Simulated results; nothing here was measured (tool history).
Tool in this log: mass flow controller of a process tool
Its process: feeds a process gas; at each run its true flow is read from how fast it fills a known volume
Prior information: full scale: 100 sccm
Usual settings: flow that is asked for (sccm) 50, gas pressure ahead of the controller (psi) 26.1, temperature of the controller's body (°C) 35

run,hour,flow that is asked for (sccm),gas pressure ahead of the controller (psi),temperature of the controller's body (°C),true flow (%)
1,0.0,50,26.1,35,98.17
2,113.9,50,26.1,33,98.43
3,185.1,50,26.1,33,98.47
4,316.4,50,26.1,33,98.46
5,469.0,50,26.1,33,98.32
6,537.6,50,26.1,25,99.08
7,622.4,50,26.1,25,98.99
8,715.0,50,26.1,25,99.10
9,830.3,50,26.1,25,98.96
10,914.7,75,36.3,40,97.98

Forecast run 11:
11,999.1,87,28.3,24,?

Run 11 gave true flow (%) 99.51.
Without the tool's hidden state the same run would have given true flow (%) 100.15.

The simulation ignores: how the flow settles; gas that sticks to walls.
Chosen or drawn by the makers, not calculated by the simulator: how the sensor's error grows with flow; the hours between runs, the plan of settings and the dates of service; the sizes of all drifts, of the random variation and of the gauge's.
